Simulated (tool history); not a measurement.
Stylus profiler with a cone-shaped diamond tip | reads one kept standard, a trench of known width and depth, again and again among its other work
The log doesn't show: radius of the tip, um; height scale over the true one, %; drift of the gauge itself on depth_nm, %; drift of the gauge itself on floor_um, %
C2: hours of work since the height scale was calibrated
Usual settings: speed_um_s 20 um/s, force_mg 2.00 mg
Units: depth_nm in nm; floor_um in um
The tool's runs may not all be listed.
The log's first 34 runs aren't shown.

{"run": 35, "hour": 527.2, "speed_um_s": 24, "force_mg": 2.28, "scans with this tip": 3940, "C2": 762, "depth_nm": 503.66, "floor_um": 45.57}
{"run": 36, "hour": 539.5, "speed_um_s": 36, "force_mg": 5.58, "scans with this tip": 3980, "C2": 770, "depth_nm": 506.27, "floor_um": 45.58}
{"run": 37, "hour": 558.8, "speed_um_s": 36, "force_mg": 5.58, "scans with this tip": 4043, "C2": 782, "depth_nm": 506.28, "floor_um": 45.51}
{"run": 38, "hour": 577.2, "speed_um_s": 24, "force_mg": 3.88, "scans with this tip": 4103, "C2": 794, "depth_nm": 504.78, "floor_um": 45.58}
{"run": 39, "hour": 595.2, "speed_um_s": 5, "force_mg": 2.21, "scans with this tip": 4162, "C2": 805, "depth_nm": 503.58, "floor_um": 45.62}
{"run": 40, "hour": 615.0, "speed_um_s": 10, "force_mg": 1.92, "scans with this tip": 4226, "C2": 818, "depth_nm": 503.1, "floor_um": 45.66}
{"run": 41, "hour": 627.3, "speed_um_s": 10, "force_mg": 1.92, "scans with this tip": 4266, "C2": 826, "depth_nm": 503.09, "floor_um": 45.61}
{"run": 42, "hour": 638.6, "speed_um_s": 11, "force_mg": 2.0, "scans with this tip": 4303, "C2": 833, "depth_nm": 502.88, "floor_um": 45.54}
{"run": 43, "hour": 654.9, "speed_um_s": 25, "force_mg": 3.15, "scans with this tip": 4356, "C2": 843, "depth_nm": 504.22, "floor_um": 45.52}
{"run": 44, "hour": 676.2, "speed_um_s": 59, "force_mg": 2.0, "scans with this tip": 4426, "C2": 857, "depth_nm": 503.12, "floor_um": 45.45}
{"run": 45, "hour": 693.4, "speed_um_s": 59, "force_mg": 1.2, "scans with this tip": 4482, "C2": 867, "depth_nm": 502.37, "floor_um": 45.44}
{"run": 46, "hour": 707.3, "speed_um_s": 45, "force_mg": 1.27, "scans with this tip": 4527, "C2": 876, "depth_nm": 502.45, "floor_um": 45.43}

Forecast each of these 5 alternatives for the next run:
{"run": "A", "hour": 727.1, "speed_um_s": 14, "force_mg": 0.72, "scans with this tip": 4592, "C2": 889, "depth_nm": "?", "floor_um": "?"}
{"run": "B", "hour": 727.1, "speed_um_s": 23, "force_mg": 0.67, "scans with this tip": 4592, "C2": 889, "depth_nm": "?", "floor_um": "?"}
{"run": "C", "hour": 727.1, "speed_um_s": 76, "force_mg": 4.99, "scans with this tip": 4592, "C2": 889, "depth_nm": "?", "floor_um": "?"}
{"run": "D", "hour": 727.1, "speed_um_s": 34, "force_mg": 1.27, "scans with this tip": 4592, "C2": 889, "depth_nm": "?", "floor_um": "?"}
{"run": "E", "hour": 727.1, "speed_um_s": 52, "force_mg": 1.27, "scans with this tip": 4592, "C2": 889, "depth_nm": "?", "floor_um": "?"}

run=A depth_nm=501.57 floor_um=45.61
run=B depth_nm=501.47 floor_um=45.57
run=C depth_nm=505.95 floor_um=45.47
run=D depth_nm=502.46 floor_um=45.47
run=E depth_nm=502.17 floor_um=45.38
Without the tool's hidden state the same runs would have given:
run=A depth_nm=501.57 floor_um=45.62
run=B depth_nm=501.47 floor_um=45.57
run=C depth_nm=505.95 floor_um=45.47
run=D depth_nm=502.46 floor_um=45.47
run=E depth_nm=502.17 floor_um=45.38

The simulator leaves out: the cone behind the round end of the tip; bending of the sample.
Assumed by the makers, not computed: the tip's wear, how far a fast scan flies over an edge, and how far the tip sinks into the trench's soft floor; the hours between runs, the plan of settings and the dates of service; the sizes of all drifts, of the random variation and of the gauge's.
